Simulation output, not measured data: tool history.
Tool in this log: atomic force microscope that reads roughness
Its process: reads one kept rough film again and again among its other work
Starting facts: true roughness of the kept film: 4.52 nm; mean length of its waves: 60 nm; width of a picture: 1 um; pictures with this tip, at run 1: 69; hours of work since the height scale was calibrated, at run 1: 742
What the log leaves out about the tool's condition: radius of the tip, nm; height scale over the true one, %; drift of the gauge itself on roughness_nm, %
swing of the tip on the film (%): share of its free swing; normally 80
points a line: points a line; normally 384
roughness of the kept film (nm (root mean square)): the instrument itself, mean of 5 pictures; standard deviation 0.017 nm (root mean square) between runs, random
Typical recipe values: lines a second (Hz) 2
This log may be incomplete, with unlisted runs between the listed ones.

| run | hour | lines a second (Hz) | swing of the tip on the film (%) | points a line | pictures with this tip | hours of work since the height scale was calibrated | roughness of the kept film (nm (root mean square)) |
|---|---|---|---|---|---|---|---|
| 1 | 0 | 2 | 80 | 384 | 69 | 742 | 3.975 |
|  | 28.7 | new tip fitted |
| 2 | 28.7 | 2 | 80 | 384 | 0 | 757 | 4.011 |
| 3 | 59.1 | 2 | 80 | 384 | 42 | 774 | 4.005 |
| 4 | 87.6 | 2 | 80 | 384 | 81 | 789 | 4.009 |
|  | 107.5 | new tip fitted |
| 5 | 141.3 | 2 | 80 | 384 | 47 | 818 | 3.991 |
|  | 185.6 | new tip fitted |
| 6 | 199.8 | 2 | 80 | 512 | 20 | 850 | 3.985 |
| 7 | 253.1 | 2 | 80 | 512 | 94 | 879 | 3.992 |
|  | 265.1 | new tip fitted |
| 8 | 291.6 | 0.52 | 80 | 384 | 36 | 900 | 4.271 |
|  | 345.4 | new tip fitted |
| 9 | 347 | 0.82 | 80 | 384 | 2 | 929 | 4.259 |
| 10 | 373.4 | 2 | 80 | 446 | 39 | 944 | 3.997 |
| 11 | 420.3 | 2 | 84 | 384 | 104 | 969 | 3.921 |
|  | 425.5 | new tip fitted |
| 12 | 471.1 | 2 | 84 | 384 | 63 | 997 | 3.917 |
|  | 505.9 | new tip fitted |
| 13 | 520.3 | 2 | 84 | 384 | 20 | 1023 | 3.927 |
| 14 | 560.8 | 2 | 80 | 345 | 76 | 1046 | 4.015 |
|  | 585.5 | new tip fitted |
| 15 | 590.9 | 2 | 80 | 384 | 8 | 1062 | 3.95 |
| 16 | 625.3 | 2 | 80 | 384 | 56 | 1080 | 4.005 |
|  | 662.6 | new tip fitted |
| 17 | 668.5 | 3.04 | 80 | 384 | 8 | 1104 | 3.83 |
| 18 | 693.3 | 2 | 80 | 384 | 42 | 1117 | 4.014 |
| 19 | 718.9 | 2 | 80 | 384 | 78 | 1131 | 4 |
|  | 740.7 | new tip fitted |
| 20 | 761.6 | 2 | 82 | 384 | 29 | 1154 | 3.969 |
| 21 | 787.3 | 0.72 | 80 | 384 | 65 | 1168 | 4.259 |
|  | 819.7 | new tip fitted |
| 22 | 837.9 | 2 | 80 | 771 | 26 | 1196 | 3.996 |
| 23 | 888.1 | 0.67 | 80 | 384 | 95 | 1223 | 4.289 |
|  | 896.8 | new tip fitted |
| 24 | 938.9 | 2 | 80 | 334 | 58 | 1250 | 4.033 |
|  | 974.6 | new tip fitted |
| 25 | 997.8 | 2 | 80 | 334 | 32 | 1282 | 4 |
|  | 1053.3 | new tip fitted |
| 26 | 1055.6 | 2 | 80 | 384 | 3 | 1313 | 4.016 |
| 27 | 1095.4 | 1.23 | 81 | 384 | 58 | 1335 | 4.134 |
|  | 1131.5 | new tip fitted |
| 28 | 1133.9 | 1.23 | 81 | 384 | 4 | 1356 | 4.143 |
| 29 | 1173 | 1.23 | 81 | 384 | 58 | 1377 | 4.148 |
|  | 1210.6 | new tip fitted |
| 30 | 1227 | 1.23 | 81 | 384 | 23 | 1406 | 4.151 |
| 31 | 1262.4 | 2 | 69 | 409 | 72 | 1426 | 4.16 |
|  | 1289.5 | new tip fitted |
| 32 | 1317.3 | 1.02 | 59 | 587 | 39 | 1455 | 4.36 |
| 33 | 1362.9 | 2 | 68 | 384 | 102 | 1480 | 4.171 |
|  | 1367.9 | new tip fitted |
| 34 | 1397.6 | 2 | 68 | 384 | 41 | 1499 | 4.159 |
|  | 1448.3 | new tip fitted |
| 35 | 1457.2 | 0.69 | 63 | 540 | 13 | 1531 | 4.371 |
| 36 | 1496.7 | 2 | 72 | 273 | 67 | 1553 | 4.104 |
|  | 1526.9 | new tip fitted |
| 37 | 1535.1 | 1.12 | 69 | 528 | 11 | 1573 | 4.292 |
| 38 | 1589.5 | 3.42 | 72 | 923 | 86 | 1603 | 3.971 |
|  | 1605.5 | new tip fitted |
| 39 | 1643.6 | 3.13 | 63 | 923 | 53 | 1632 | 4.169 |
| 40 | 1667.7 | 2.27 | 63 | 272 | 86 | 1645 | 4.188 |
|  | 1682.8 | new tip fitted |
| 41 | 1698 | 0.9 | 78 | 272 | 21 | 1662 | 4.19 |
| 42 | 1730.9 | 2 | 80 | 271 | 66 | 1679 | 3.987 |
|  | 1762.7 | new tip fitted |
| 43 | 1773.9 | 2 | 60 | 477 | 15 | 1703 | 4.295 |
| 44 | 1823.3 | 0.75 | 61 | 384 | 84 | 1730 | 4.313 |
|  | 1844.2 | new tip fitted |
| 45 | 1855 | 1.35 | 65 | 388 | 15 | 1747 | 4.292 |
| 46 | 1894.5 | 1.35 | 65 | 388 | 70 | 1768 | 4.259 |
|  | 1925 | new tip fitted |
| 47 | 1953.6 | 1.35 | 65 | 388 | 39 | 1800 | 4.273 |
| 48 | 1992.5 | 2 | 80 | 520 | 93 | 1821 | 3.988 |
|  | 2004.1 | new tip fitted |
| 49 | 2017.6 | 1.94 | 67 | 396 | 18 | 1835 | 4.171 |
| 50 | 2067.4 | 1.94 | 67 | 396 | 88 | 1862 | 4.218 |
|  | 2081.8 | new tip fitted |
| 51 | 2118.4 | 0.51 | 77 | 329 | 51 | 1889 | 4.32 |
|  | 2160.6 | new tip fitted |
| 52 | 2170.4 | 0.89 | 70 | 454 | 14 | 1918 | 4.303 |

Here are 3 independent what-if runs from the current tool condition. What would each one return?
| A | 2210.7 | 1.17 | 80 | 384 | 70 | 1940 | ? |
| B | 2210.7 | 0.89 | 82 | 752 | 70 | 1940 | ? |
| C | 2210.7 | 2 | 69 | 895 | 70 | 1940 | ? |

| run | roughness of the kept film (nm (root mean square)) |
|---|---|
| A | 4.142 |
| B | 4.211 |
| C | 4.189 |
Without the tool's hidden state the same runs would have given:
| run | roughness of the kept film (nm (root mean square)) |
|---|---|
| A | 4.149 |
| B | 4.218 |
| C | 4.197 |
